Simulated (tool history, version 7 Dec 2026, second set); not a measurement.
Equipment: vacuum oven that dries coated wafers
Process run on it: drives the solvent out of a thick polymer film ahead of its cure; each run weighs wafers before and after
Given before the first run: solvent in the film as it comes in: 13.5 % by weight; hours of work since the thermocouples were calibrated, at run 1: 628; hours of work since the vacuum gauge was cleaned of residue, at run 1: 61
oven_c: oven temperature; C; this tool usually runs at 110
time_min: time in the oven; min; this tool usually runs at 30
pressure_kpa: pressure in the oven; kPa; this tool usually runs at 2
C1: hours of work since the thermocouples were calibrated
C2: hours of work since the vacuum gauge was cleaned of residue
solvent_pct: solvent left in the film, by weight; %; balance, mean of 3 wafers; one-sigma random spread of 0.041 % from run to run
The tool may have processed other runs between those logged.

{"run": 1, "hour": 0.0, "oven_c": 110, "time_min": 30, "pressure_kpa": 2, "C1": 628, "C2": 61, "solvent_pct": 2.73}
{"run": 2, "hour": 32.4, "oven_c": 110, "time_min": 30, "pressure_kpa": 2, "C1": 652, "C2": 86, "solvent_pct": 2.78}
{"run": 3, "hour": 46.9, "oven_c": 110, "time_min": 30, "pressure_kpa": 2, "C1": 663, "C2": 97, "solvent_pct": 2.83}
{"run": 4, "hour": 60.6, "oven_c": 110, "time_min": 30, "pressure_kpa": 2, "C1": 674, "C2": 107, "solvent_pct": 2.79}
{"run": 5, "hour": 80.1, "oven_c": 110, "time_min": 30, "pressure_kpa": 2, "C1": 689, "C2": 122, "solvent_pct": 2.78}
{"run": 6, "hour": 107.0, "oven_c": 110, "time_min": 30, "pressure_kpa": 2, "C1": 709, "C2": 142, "solvent_pct": 2.83}
{"run": 7, "hour": 138.5, "oven_c": 110, "time_min": 30, "pressure_kpa": 2, "C1": 733, "C2": 166, "solvent_pct": 2.82}
{"run": 8, "hour": 167.8, "oven_c": 110, "time_min": 30, "pressure_kpa": 2, "C1": 755, "C2": 188, "solvent_pct": 2.84}
{"run": 9, "hour": 186.8, "oven_c": 110, "time_min": 52, "pressure_kpa": 2, "C1": 769, "C2": 203, "solvent_pct": 1.9}
{"run": 10, "hour": 208.5, "oven_c": 110, "time_min": 52, "pressure_kpa": 2, "C1": 786, "C2": 219, "solvent_pct": 1.94}
{"run": 11, "hour": 232.1, "oven_c": 110, "time_min": 52, "pressure_kpa": 2, "C1": 804, "C2": 237, "solvent_pct": 1.98}
{"run": 12, "hour": 264.8, "oven_c": 110, "time_min": 52, "pressure_kpa": 2, "C1": 828, "C2": 262, "solvent_pct": 1.94}
{"run": 13, "hour": 280.0, "oven_c": 110, "time_min": 30, "pressure_kpa": 2, "C1": 840, "C2": 273, "solvent_pct": 2.8}
{"run": 14, "hour": 309.3, "oven_c": 110, "time_min": 30, "pressure_kpa": 2, "C1": 862, "C2": 296, "solvent_pct": 2.84}
{"run": 15, "hour": 338.4, "oven_c": 110, "time_min": 30, "pressure_kpa": 2, "C1": 884, "C2": 318, "solvent_pct": 2.77}
{"run": 16, "hour": 370.9, "oven_c": 110, "time_min": 30, "pressure_kpa": 2, "C1": 909, "C2": 342, "solvent_pct": 2.83}
{"run": 17, "hour": 395.0, "oven_c": 110, "time_min": 36, "pressure_kpa": 2, "C1": 927, "C2": 360, "solvent_pct": 2.38}
{"run": 18, "hour": 417.4, "oven_c": 110, "time_min": 36, "pressure_kpa": 2, "C1": 944, "C2": 377, "solvent_pct": 2.46}
{"run": 19, "hour": 432.2, "oven_c": 110, "time_min": 36, "pressure_kpa": 2, "C1": 955, "C2": 389, "solvent_pct": 2.53}
{"run": 20, "hour": 449.3, "oven_c": 110, "time_min": 36, "pressure_kpa": 2, "C1": 968, "C2": 401, "solvent_pct": 2.49}
{"run": 21, "hour": 476.3, "oven_c": 110, "time_min": 36, "pressure_kpa": 2, "C1": 988, "C2": 422, "solvent_pct": 2.41}
{"run": 22, "hour": 501.4, "oven_c": 110, "time_min": 30, "pressure_kpa": 2, "C1": 1007, "C2": 441, "solvent_pct": 2.78}
{"run": 23, "hour": 524.9, "oven_c": 110, "time_min": 30, "pressure_kpa": 1.65, "C1": 1025, "C2": 459, "solvent_pct": 2.61}
{"run": 24, "hour": 550.1, "oven_c": 117, "time_min": 48, "pressure_kpa": 2, "C1": 1044, "C2": 478, "solvent_pct": 1.45}
{"run": 25, "hour": 578.1, "oven_c": 111, "time_min": 44, "pressure_kpa": 2.45, "C1": 1065, "C2": 499, "solvent_pct": 2.44}
{"run": 26, "hour": 591.5, "oven_c": 109, "time_min": 44, "pressure_kpa": 6.02, "C1": 1076, "C2": 509, "solvent_pct": 5.8}
{"run": 27, "hour": 612.0, "oven_c": 109, "time_min": 44, "pressure_kpa": 6.02, "C1": 1091, "C2": 525, "solvent_pct": 5.82}
{"run": 28, "hour": 627.6, "oven_c": 117, "time_min": 44, "pressure_kpa": 2.99, "C1": 1103, "C2": 536, "solvent_pct": 2.15}
{"run": 29, "hour": 644.8, "oven_c": 125, "time_min": 49, "pressure_kpa": 1.89, "C1": 1116, "C2": 549, "solvent_pct": 1.03}
{"run": 30, "hour": 663.5, "oven_c": 125, "time_min": 49, "pressure_kpa": 1.89, "C1": 1130, "C2": 564, "solvent_pct": 1.03}
{"run": 31, "hour": 693.2, "oven_c": 107, "time_min": 47, "pressure_kpa": 1.89, "C1": 1153, "C2": 586, "solvent_pct": 2.33}
{"run": 32, "hour": 714.2, "oven_c": 110, "time_min": 24, "pressure_kpa": 3.45, "C1": 1168, "C2": 602, "solvent_pct": 4.51}
{"run": 33, "hour": 732.7, "oven_c": 110, "time_min": 24, "pressure_kpa": 3.45, "C1": 1182, "C2": 616, "solvent_pct": 4.45}
{"run": 34, "hour": 753.9, "oven_c": 122, "time_min": 47, "pressure_kpa": 2.8, "C1": 1198, "C2": 632, "solvent_pct": 1.73}
{"run": 35, "hour": 769.2, "oven_c": 107, "time_min": 30, "pressure_kpa": 3.49, "C1": 1210, "C2": 644, "solvent_pct": 4.6}
{"run": 36, "hour": 797.1, "oven_c": 110, "time_min": 18, "pressure_kpa": 2, "C1": 1231, "C2": 665, "solvent_pct": 4.28}
{"run": 37, "hour": 810.8, "oven_c": 112, "time_min": 30, "pressure_kpa": 3.86, "C1": 1241, "C2": 675, "solvent_pct": 3.9}
{"run": 38, "hour": 834.6, "oven_c": 112, "time_min": 30, "pressure_kpa": 3.86, "C1": 1259, "C2": 693, "solvent_pct": 3.83}
{"run": 39, "hour": 865.0, "oven_c": 110, "time_min": 38, "pressure_kpa": 2, "C1": 1282, "C2": 716, "solvent_pct": 2.35}
{"run": 40, "hour": 887.2, "oven_c": 110, "time_min": 38, "pressure_kpa": 2, "C1": 1299, "C2": 733, "solvent_pct": 2.34}
{"hour": 898.5, "done": "oven's thermocouples calibrated"}
{"run": 41, "hour": 919.8, "oven_c": 111, "time_min": 38, "pressure_kpa": 2, "C1": 16, "C2": 756, "solvent_pct": 2.23}
{"run": 42, "hour": 946.2, "oven_c": 111, "time_min": 38, "pressure_kpa": 1.76, "C1": 36, "C2": 776, "solvent_pct": 2.06}
{"run": 43, "hour": 972.9, "oven_c": 97, "time_min": 26, "pressure_kpa": 1.76, "C1": 56, "C2": 796, "solvent_pct": 6.03}
{"run": 44, "hour": 987.9, "oven_c": 110, "time_min": 22, "pressure_kpa": 3.81, "C1": 68, "C2": 808, "solvent_pct": 5.03}
{"run": 45, "hour": 1006.3, "oven_c": 101, "time_min": 30, "pressure_kpa": 2, "C1": 82, "C2": 822, "solvent_pct": 4.88}
{"run": 46, "hour": 1036.6, "oven_c": 101, "time_min": 30, "pressure_kpa": 2, "C1": 105, "C2": 844, "solvent_pct": 4.78}

What if the next run were any one of these 5? Each begins from the tool's condition after run 46:
{"run": "A", "hour": 1062.9, "oven_c": 110, "time_min": 28, "pressure_kpa": 2, "C1": 124, "C2": 864, "solvent_pct": "?"}
{"run": "B", "hour": 1062.9, "oven_c": 119, "time_min": 30, "pressure_kpa": 3.67, "C1": 124, "C2": 864, "solvent_pct": "?"}
{"run": "C", "hour": 1062.9, "oven_c": 121, "time_min": 28, "pressure_kpa": 2, "C1": 124, "C2": 864, "solvent_pct": "?"}
{"run": "D", "hour": 1062.9, "oven_c": 110, "time_min": 45, "pressure_kpa": 2, "C1": 124, "C2": 864, "solvent_pct": "?"}
{"run": "E", "hour": 1062.9, "oven_c": 101, "time_min": 30, "pressure_kpa": 5.55, "C1": 124, "C2": 864, "solvent_pct": "?"}

run=A solvent_pct=3.03
run=B solvent_pct=2.71
run=C solvent_pct=1.46
run=D solvent_pct=2.14
run=E solvent_pct=8.32
Take away the tool's hidden state, keep each run's random variation, and the runs would have read:
run=A solvent_pct=3.03
run=B solvent_pct=2.7
run=C solvent_pct=1.46
run=D solvent_pct=2.13
run=E solvent_pct=8.31

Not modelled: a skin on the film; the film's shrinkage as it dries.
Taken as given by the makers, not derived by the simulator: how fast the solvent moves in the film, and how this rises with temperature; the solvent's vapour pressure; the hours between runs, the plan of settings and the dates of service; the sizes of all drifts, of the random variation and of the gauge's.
